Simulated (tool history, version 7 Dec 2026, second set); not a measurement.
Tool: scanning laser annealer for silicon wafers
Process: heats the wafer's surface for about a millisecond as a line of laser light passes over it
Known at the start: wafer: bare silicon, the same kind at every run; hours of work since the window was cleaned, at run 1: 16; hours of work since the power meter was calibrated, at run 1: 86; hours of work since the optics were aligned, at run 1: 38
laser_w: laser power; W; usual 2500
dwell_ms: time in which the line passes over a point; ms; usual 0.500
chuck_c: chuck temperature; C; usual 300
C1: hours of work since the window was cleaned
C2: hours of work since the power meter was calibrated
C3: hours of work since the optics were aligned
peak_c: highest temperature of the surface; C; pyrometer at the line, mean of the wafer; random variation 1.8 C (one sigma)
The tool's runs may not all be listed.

run 1 day=0.000 | laser_w=2500 dwell_ms=0.500 chuck_c=300 | C1=16 C2=86 C3=38 | peak_c=1020
run 2 day=0.329 | laser_w=2500 dwell_ms=0.500 chuck_c=300 | C1=20 C2=91 C3=43 | peak_c=1020
run 3 day=0.642 | laser_w=2500 dwell_ms=0.500 chuck_c=300 | C1=24 C2=95 C3=47 | peak_c=1016
run 4 day=0.933 | laser_w=2500 dwell_ms=0.500 chuck_c=300 | C1=28 C2=99 C3=51 | peak_c=1019
run 5 day=1.300 | laser_w=2500 dwell_ms=0.500 chuck_c=300 | C1=33 C2=104 C3=56 | peak_c=1019
run 6 day=1.612 | laser_w=2500 dwell_ms=0.500 chuck_c=300 | C1=38 C2=108 C3=60 | peak_c=1018
run 7 day=2.025 | laser_w=2500 dwell_ms=0.500 chuck_c=300 | C1=43 C2=114 C3=66 | peak_c=1015
run 8 day=2.333 | laser_w=2500 dwell_ms=0.500 chuck_c=300 | C1=47 C2=118 C3=70 | peak_c=1016
run 9 day=2.633 | laser_w=2585 dwell_ms=0.500 chuck_c=300 | C1=52 C2=122 C3=74 | peak_c=1050
run 10 day=2.846 | laser_w=2585 dwell_ms=0.500 chuck_c=300 | C1=54 C2=125 C3=77 | peak_c=1049
run 11 day=3.283 | laser_w=2204 dwell_ms=0.434 chuck_c=264 | C1=60 C2=131 C3=83 | peak_c=830
run 12 day=3.700 | laser_w=2204 dwell_ms=0.434 chuck_c=264 | C1=66 C2=137 C3=89 | peak_c=831
-- day=3.821 window over the wafer cleaned
run 13 day=4.158 | laser_w=2204 dwell_ms=0.434 chuck_c=264 | C1=5 C2=142 C3=94 | peak_c=831
run 14 day=4.375 | laser_w=2646 dwell_ms=0.500 chuck_c=324 | C1=8 C2=145 C3=97 | peak_c=1092

Run 15 comes next. What will it give?
-- day=4.862 window over the wafer cleaned, once more
run 15 day=4.862 | laser_w=2646 dwell_ms=0.500 chuck_c=324 | C1=0 C2=150 C3=102 | peak_c=?

peak_c: 1102 C
Without the tool's hidden state the same run would have given peak_c 1104 C.
